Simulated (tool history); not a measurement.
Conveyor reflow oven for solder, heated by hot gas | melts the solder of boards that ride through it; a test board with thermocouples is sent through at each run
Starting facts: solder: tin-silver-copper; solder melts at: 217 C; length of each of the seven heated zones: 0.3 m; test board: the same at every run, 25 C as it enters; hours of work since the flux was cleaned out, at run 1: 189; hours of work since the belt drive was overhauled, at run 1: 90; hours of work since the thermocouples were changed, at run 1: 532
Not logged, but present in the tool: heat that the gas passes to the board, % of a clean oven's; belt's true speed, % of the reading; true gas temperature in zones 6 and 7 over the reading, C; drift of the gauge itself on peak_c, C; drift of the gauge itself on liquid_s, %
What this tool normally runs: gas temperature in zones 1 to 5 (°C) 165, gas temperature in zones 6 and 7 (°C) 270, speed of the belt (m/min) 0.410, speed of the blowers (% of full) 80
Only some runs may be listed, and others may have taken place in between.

run,hour,gas temperature in zones 1 to 5 (°C),gas temperature in zones 6 and 7 (°C),speed of the belt (m/min),speed of the blowers (% of full),hours of work since the flux was cleaned out,hours of work since the belt drive was overhauled,hours of work since the thermocouples were changed,highest temperature of the board (°C),time above the solder's melting point (s)
1,0.0,165,270,0.410,80,189,90,532,256.1,67.4
2,19.0,165,270,0.410,52,199,99,542,250.9,61.3
3,35.3,171,270,0.410,80,207,108,550,256.6,69.9
4,50.5,165,270,0.410,80,214,115,557,256.4,67.1
5,61.3,165,270,0.410,80,220,121,563,256.1,67.0
6,76.1,165,270,0.410,81,227,128,570,256.1,66.9
7,95.8,165,270,0.410,81,237,138,580,256.2,67.1
8,114.4,165,270,0.410,80,246,147,589,255.9,67.0
# hour 121.4: thermocouples of zones 6 and 7 changed
9,127.8,165,270,0.410,80,252,153,3,257.7,68.2
10,137.5,165,270,0.410,80,257,158,8,257.6,68.2
11,155.6,165,283,0.410,70,266,167,17,268.2,73.9
12,164.9,165,270,0.445,80,270,171,22,255.1,60.2
13,180.5,165,270,0.445,80,278,179,30,254.6,60.1
14,200.8,157,270,0.410,81,288,189,40,256.2,64.6
15,212.7,157,270,0.410,81,294,195,46,256.7,64.6
# hour 227.8: flux residue cleaned out of gas plates and filters
16,237.7,153,265,0.358,62,5,205,56,254.2,72.0
17,258.9,165,281,0.426,86,16,216,66,269.5,72.6
18,276.8,169,281,0.426,86,24,225,75,270.1,73.7
19,286.7,169,281,0.426,69,29,230,80,266.9,72.0

Entry by entry between the runs, the difference in hidden state between the last listed run before and the first listed run after:
Between runs 8 and 9: thermocouples of zones 6 and 7 changed (hour 121.4)
  heat that the gas passes to the board, % of a clean oven's: 91.2 -> 91; belt's true speed, % of the reading: 99.7 -> 99.69; true gas temperature in zones 6 and 7 over the reading, C: -1.82 -> 0.17
  measured minus no-state result, highest temperature of the board (°C): -3.5 -> -1.7; time above the solder's melting point (s): -2.7 -> -1.5
Between runs 15 and 16: flux residue cleaned out of gas plates and filters (hour 227.8)
  heat that the gas passes to the board, % of a clean oven's: 89.6 -> 99.3; belt's true speed, % of the reading: 99.6 -> 99.58; true gas temperature in zones 6 and 7 over the reading, C: 0.05 -> 0.02
  measured minus no-state result, highest temperature of the board (°C): -2.3 -> +0.0; time above the solder's melting point (s): -2.1 -> +0.3

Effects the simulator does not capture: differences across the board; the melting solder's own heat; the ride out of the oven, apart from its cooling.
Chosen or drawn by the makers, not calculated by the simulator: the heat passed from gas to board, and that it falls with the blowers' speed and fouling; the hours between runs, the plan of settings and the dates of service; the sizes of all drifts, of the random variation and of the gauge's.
